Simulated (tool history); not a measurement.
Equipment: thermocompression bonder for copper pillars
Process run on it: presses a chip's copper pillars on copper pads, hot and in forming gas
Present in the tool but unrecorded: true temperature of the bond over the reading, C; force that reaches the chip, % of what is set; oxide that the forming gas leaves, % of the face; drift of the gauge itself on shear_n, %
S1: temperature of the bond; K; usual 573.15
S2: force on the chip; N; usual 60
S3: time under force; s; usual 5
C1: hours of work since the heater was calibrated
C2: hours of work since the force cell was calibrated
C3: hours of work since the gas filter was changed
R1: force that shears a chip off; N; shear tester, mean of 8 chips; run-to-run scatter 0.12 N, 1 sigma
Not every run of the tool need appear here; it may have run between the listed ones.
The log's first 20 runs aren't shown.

run 21 hour=620.5 | S1=577.15 S2=65 S3=11 | C1=842 C2=616 C3=39 | R1=77.0
run 22 hour=637.9 | S1=577.15 S2=65 S3=11 | C1=854 C2=627 C3=50 | R1=76.8
run 23 hour=655.2 | S1=575.15 S2=69 S3=5 | C1=865 C2=639 C3=62 | R1=60.7
run 24 hour=686.3 | S1=575.15 S2=69 S3=5 | C1=886 C2=659 C3=82 | R1=60.9
run 25 hour=728.1 | S1=600.15 S2=84 S3=5 | C1=913 C2=687 C3=110 | R1=82.1
run 26 hour=746.4 | S1=587.15 S2=50 S3=5 | C1=925 C2=699 C3=122 | R1=54.4
run 27 hour=784.5 | S1=578.15 S2=44 S3=9 | C1=951 C2=724 C3=147 | R1=56.8
run 28 hour=825.6 | S1=599.15 S2=60 S3=7 | C1=978 C2=751 C3=174 | R1=74.7
run 29 hour=861.5 | S1=573.15 S2=44 S3=15 | C1=1002 C2=775 C3=198 | R1=64.7
run 30 hour=886.0 | S1=588.15 S2=60 S3=8 | C1=1018 C2=791 C3=214 | R1=72.0
run 31 hour=915.3 | S1=597.15 S2=87 S3=4 | C1=1037 C2=811 C3=234 | R1=76.4
run 32 hour=940.2 | S1=586.15 S2=40 S3=9 | C1=1054 C2=827 C3=250 | R1=57.0
run 33 hour=966.0 | S1=594.15 S2=64 S3=9 | C1=1071 C2=844 C3=267 | R1=80.0
-- hour=996.9 heater calibrated with a thermocouple chip
run 34 hour=1010.7 | S1=561.15 S2=73 S3=12 | C1=9 C2=873 C3=296 | R1=68.0
run 35 hour=1052.7 | S1=561.15 S2=73 S3=12 | C1=37 C2=900 C3=323 | R1=67.7
run 36 hour=1087.8 | S1=582.15 S2=60 S3=8 | C1=60 C2=924 C3=347 | R1=62.9
run 37 hour=1113.6 | S1=582.15 S2=63 S3=10 | C1=77 C2=941 C3=364 | R1=69.4
-- hour=1127.7 forming gas filter changed
run 38 hour=1154.0 | S1=579.15 S2=50 S3=6 | C1=104 C2=967 C3=17 | R1=50.8
run 39 hour=1195.7 | S1=567.15 S2=60 S3=5 | C1=131 C2=995 C3=45 | R1=47.9
run 40 hour=1215.4 | S1=579.15 S2=83 S3=8 | C1=144 C2=1008 C3=58 | R1=77.0

Forecast each of these 3 alternatives for the next run:
run A hour=1237.8 | S1=549.15 S2=57 S3=3 | C1=159 C2=1023 C3=73 | R1=?
run B hour=1237.8 | S1=567.15 S2=75 S3=8 | C1=159 C2=1023 C3=73 | R1=?
run C hour=1237.8 | S1=544.15 S2=48 S3=8 | C1=159 C2=1023 C3=73 | R1=?

run=A R1=30.4
run=B R1=65.6
run=C R1=37.9
What these runs would have given with no unlogged condition in the tool:
run=A R1=30.9
run=B R1=66.6
run=C R1=38.5

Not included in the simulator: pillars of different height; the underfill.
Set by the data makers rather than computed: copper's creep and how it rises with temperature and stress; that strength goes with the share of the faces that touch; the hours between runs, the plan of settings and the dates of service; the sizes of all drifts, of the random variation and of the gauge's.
